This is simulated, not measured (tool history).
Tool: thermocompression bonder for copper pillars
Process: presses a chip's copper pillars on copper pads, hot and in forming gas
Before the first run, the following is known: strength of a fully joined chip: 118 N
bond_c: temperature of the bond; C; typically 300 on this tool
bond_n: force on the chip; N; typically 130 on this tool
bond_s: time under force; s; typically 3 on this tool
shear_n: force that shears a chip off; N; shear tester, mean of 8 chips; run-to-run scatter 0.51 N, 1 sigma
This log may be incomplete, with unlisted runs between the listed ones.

| run | hour | bond_c | bond_n | bond_s | shear_n |
|---|---|---|---|---|---|
| 1 | 0.0 | 300 | 130 | 3 | 79.5 |
| 2 | 7.6 | 300 | 130 | 3 | 78.2 |
| 3 | 18.4 | 300 | 130 | 4 | 83.9 |
| 4 | 28.1 | 300 | 130 | 4 | 84.0 |
| 5 | 46.9 | 300 | 139 | 4 | 86.6 |
| 6 | 64.3 | 300 | 139 | 4 | 85.2 |
| 7 | 77.2 | 300 | 130 | 3 | 79.4 |
| 8 | 94.8 | 300 | 130 | 3 | 78.2 |
| 9 | 111.9 | 327 | 130 | 3 | 92.7 |
| 10 | 121.6 | 289 | 130 | 3 | 71.2 |
| 11 | 133.9 | 285 | 130 | 3 | 68.5 |
| 12 | 144.5 | 285 | 130 | 3 | 68.3 |
| 13 | 158.8 | 285 | 130 | 3 | 67.8 |
| 14 | 176.1 | 285 | 130 | 3 | 68.1 |
| 15 | 192.2 | 285 | 130 | 3 | 68.5 |
| 16 | 208.8 | 285 | 130 | 3 | 67.4 |
| 17 | 223.8 | 285 | 130 | 3 | 68.0 |
| 18 | 233.3 | 285 | 130 | 3 | 67.3 |
| 19 | 249.7 | 300 | 130 | 3 | 76.8 |
|  | 254.4 | forming gas filter changed |
| 20 | 264.9 | 300 | 130 | 3 | 86.0 |
| 21 | 282.5 | 300 | 82 | 3 | 70.7 |
| 22 | 297.6 | 300 | 130 | 2 | 77.2 |
| 23 | 309.3 | 300 | 151 | 2 | 81.8 |
| 24 | 319.5 | 300 | 151 | 2 | 81.6 |
| 25 | 333.2 | 300 | 151 | 2 | 81.9 |
| 26 | 348.0 | 300 | 151 | 2 | 81.7 |
| 27 | 363.4 | 297 | 151 | 2 | 78.9 |
|  | 366.6 | force cell calibrated |
| 28 | 381.8 | 297 | 151 | 2 | 78.2 |
| 29 | 391.3 | 302 | 130 | 3 | 85.2 |
| 30 | 405.4 | 302 | 130 | 3 | 85.7 |
| 31 | 422.7 | 302 | 130 | 3 | 85.8 |
|  | 427.3 | force cell calibrated, once more |
| 32 | 440.2 | 298 | 150 | 3 | 88.7 |
| 33 | 455.3 | 298 | 150 | 3 | 89.1 |
| 34 | 463.3 | 300 | 130 | 2 | 76.7 |
| 35 | 472.5 | 294 | 119 | 4 | 84.3 |
| 36 | 486.2 | 296 | 130 | 3 | 81.9 |
| 37 | 502.8 | 296 | 130 | 3 | 81.6 |
| 38 | 516.0 | 296 | 130 | 3 | 82.2 |
| 39 | 526.3 | 300 | 102 | 2 | 69.3 |
| 40 | 534.2 | 291 | 84 | 5 | 75.0 |
| 41 | 545.3 | 291 | 84 | 5 | 74.3 |

Branching from run 41: 3 alternative next runs. What would each branch give?
| A | 558.6 | 327 | 128 | 2 | ? |
| B | 558.6 | 315 | 102 | 4 | ? |
| C | 558.6 | 291 | 84 | 3 | ? |

| run | shear_n |
|---|---|
| A | 93.2 |
| B | 91.9 |
| C | 63.4 |
What these runs would have given with no unlogged condition in the tool:
| run | shear_n |
|---|---|
| A | 95.4 |
| B | 94.0 |
| C | 64.4 |
